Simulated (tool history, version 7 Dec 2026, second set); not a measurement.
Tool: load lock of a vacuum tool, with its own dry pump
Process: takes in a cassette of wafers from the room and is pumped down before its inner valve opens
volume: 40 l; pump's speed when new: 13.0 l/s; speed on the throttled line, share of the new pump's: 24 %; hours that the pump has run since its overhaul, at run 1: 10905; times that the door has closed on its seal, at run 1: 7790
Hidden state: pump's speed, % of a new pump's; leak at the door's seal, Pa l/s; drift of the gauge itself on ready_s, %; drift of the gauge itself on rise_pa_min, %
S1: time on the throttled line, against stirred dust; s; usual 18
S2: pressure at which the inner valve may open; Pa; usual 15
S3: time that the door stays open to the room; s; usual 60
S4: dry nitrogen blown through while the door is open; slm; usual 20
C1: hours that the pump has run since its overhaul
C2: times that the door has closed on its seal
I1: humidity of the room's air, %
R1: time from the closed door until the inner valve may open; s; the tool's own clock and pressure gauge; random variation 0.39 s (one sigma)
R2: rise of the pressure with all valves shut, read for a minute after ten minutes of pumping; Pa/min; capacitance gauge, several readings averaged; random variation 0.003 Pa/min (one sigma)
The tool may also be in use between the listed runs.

run 1 hour=0 | S1=18 S2=15 S3=60 S4=20 | C1=10905 C2=7790 | I1=45.2 | R1=47 R2=0.106
run 2 hour=262.3 | S1=18 S2=15 S3=60 S4=20 | C1=11167 C2=8585 | I1=45.4 | R1=46.5 R2=0.113
run 3 hour=500.5 | S1=18 S2=15 S3=60 S4=20 | C1=11405 C2=9306 | I1=44.9 | R1=47.2 R2=0.127
run 4 hour=787 | S1=18 S2=15 S3=60 S4=14 | C1=11692 C2=10174 | I1=45.5 | R1=47.7 R2=0.147
run 5 hour=974.6 | S1=18 S2=15 S3=60 S4=20 | C1=11880 C2=10742 | I1=42.3 | R1=47.5 R2=0.148
run 6 hour=1283.1 | S1=18 S2=15 S3=60 S4=20 | C1=12188 C2=11677 | I1=45.1 | R1=47.8 R2=0.161
run 7 hour=1588.5 | S1=18 S2=15 S3=60 S4=20 | C1=12493 C2=12602 | I1=40.9 | R1=48 R2=0.174
run 8 hour=1732.6 | S1=18 S2=15 S3=60 S4=20 | C1=12638 C2=13038 | I1=46.5 | R1=47.4 R2=0.184
-- hour=1811.9 dry pump taken out, an overhauled one fitted
run 9 hour=1935.5 | S1=18 S2=15 S3=60 S4=20 | C1=124 C2=13634 | I1=44.3 | R1=41.8 R2=0.198
run 10 hour=2218.8 | S1=18 S2=15 S3=60 S4=20 | C1=407 C2=14493 | I1=43.5 | R1=41.4 R2=0.211
run 11 hour=2409.7 | S1=18 S2=15 S3=60 S4=20 | C1=598 C2=15071 | I1=49.8 | R1=42.1 R2=0.23
run 12 hour=2639.2 | S1=18 S2=15 S3=60 S4=20 | C1=827 C2=15766 | I1=43.4 | R1=41.4 R2=0.239
run 13 hour=2822.6 | S1=18 S2=15 S3=121 S4=20 | C1=1011 C2=16322 | I1=44.1 | R1=41 R2=0.256
run 14 hour=3018.3 | S1=18 S2=11 S3=60 S4=20 | C1=1206 C2=16914 | I1=46.6 | R1=42.8 R2=0.256
run 15 hour=3235.4 | S1=18 S2=11 S3=60 S4=20 | C1=1423 C2=17572 | I1=44 | R1=43.4 R2=0.276
run 16 hour=3407.2 | S1=18 S2=11 S3=60 S4=20 | C1=1595 C2=18092 | I1=46.7 | R1=43.3 R2=0.292
run 17 hour=3533.9 | S1=18 S2=11 S3=60 S4=20 | C1=1722 C2=18476 | I1=44.4 | R1=42.7 R2=0.307
run 18 hour=3848 | S1=18 S2=11 S3=60 S4=20 | C1=2036 C2=19427 | I1=49.6 | R1=43.1 R2=0.333
run 19 hour=4001.2 | S1=18 S2=11 S3=60 S4=20 | C1=2189 C2=19891 | I1=46 | R1=43 R2=0.335
run 20 hour=4220.4 | S1=18 S2=11 S3=60 S4=20 | C1=2408 C2=20555 | I1=43.8 | R1=43.6 R2=0.353
run 21 hour=4456.7 | S1=28 S2=11 S3=146 S4=20 | C1=2645 C2=21271 | I1=42.1 | R1=50.4 R2=0.388
run 22 hour=4664.9 | S1=28 S2=11 S3=146 S4=20 | C1=2853 C2=21902 | I1=43.6 | R1=51.9 R2=0.402
run 23 hour=4966 | S1=31 S2=29 S3=177 S4=20 | C1=3154 C2=22814 | I1=45 | R1=50.3 R2=0.425
run 24 hour=5238.8 | S1=18 S2=11 S3=102 S4=5 | C1=3427 C2=23640 | I1=44.8 | R1=43.6 R2=0.479
run 25 hour=5494.4 | S1=10 S2=11 S3=99 S4=19 | C1=3683 C2=24414 | I1=43 | R1=38.5 R2=0.463
run 26 hour=5793.4 | S1=10 S2=11 S3=99 S4=19 | C1=3981 C2=25320 | I1=45.8 | R1=38 R2=0.489
run 27 hour=6068.3 | S1=18 S2=14 S3=60 S4=20 | C1=4256 C2=26152 | I1=45.6 | R1=43.8 R2=0.505
run 28 hour=6376.6 | S1=29 S2=13 S3=60 S4=20 | C1=4565 C2=27086 | I1=42.7 | R1=52.5 R2=0.53
-- hour=6526.3 door's seal changed, seat wiped
run 29 hour=6609.2 | S1=29 S2=13 S3=163 S4=22 | C1=4796 C2=251 | I1=45.7 | R1=52.2 R2=0.056
run 30 hour=6760.4 | S1=29 S2=13 S3=163 S4=22 | C1=4947 C2=709 | I1=40.3 | R1=52.7 R2=0.046
run 31 hour=7056.2 | S1=14 S2=15 S3=28 S4=20 | C1=5243 C2=1605 | I1=43.3 | R1=40.6 R2=0.038
run 32 hour=7269.9 | S1=14 S2=15 S3=129 S4=6 | C1=5456 C2=2252 | I1=42.7 | R1=41.1 R2=0.088
run 33 hour=7575.7 | S1=14 S2=15 S3=129 S4=6 | C1=5762 C2=3178 | I1=46.1 | R1=40.8 R2=0.093
run 34 hour=7838.1 | S1=12 S2=13 S3=60 S4=5 | C1=6025 C2=3973 | I1=43.6 | R1=39.8 R2=0.086
run 35 hour=8109.6 | S1=18 S2=17 S3=60 S4=20 | C1=6296 C2=4796 | I1=47.2 | R1=43.4 R2=0.075
run 36 hour=8323.6 | S1=18 S2=17 S3=60 S4=20 | C1=6510 C2=5444 | I1=46.9 | R1=43.6 R2=0.083
run 37 hour=8521.4 | S1=14 S2=12 S3=60 S4=20 | C1=6708 C2=6043 | I1=45.3 | R1=42.1 R2=0.083

4 ways to go on from here, each from the tool as it stands after run 37. What would each give?
run A hour=8706.5 | S1=13 S2=22 S3=60 S4=20 | C1=6893 C2=6604 | I1=44.8 | R1=? R2=?
run B hour=8706.5 | S1=14 S2=12 S3=207 S4=20 | C1=6893 C2=6604 | I1=47.4 | R1=? R2=?
run C hour=8706.5 | S1=18 S2=21 S3=60 S4=20 | C1=6893 C2=6604 | I1=44.3 | R1=? R2=?
run D hour=8706.5 | S1=22 S2=15 S3=60 S4=20 | C1=6893 C2=6604 | I1=47.4 | R1=? R2=?

run=A R1=38.8 R2=0.104
run=B R1=42 R2=0.12
run=C R1=43.2 R2=0.103
run=D R1=47.3 R2=0.098
Without the tool's hidden state the same runs would have given:
run=A R1=35.2 R2=0.041
run=B R1=38.1 R2=0.057
run=C R1=39.7 R2=0.04
run=D R1=43.8 R2=0.035
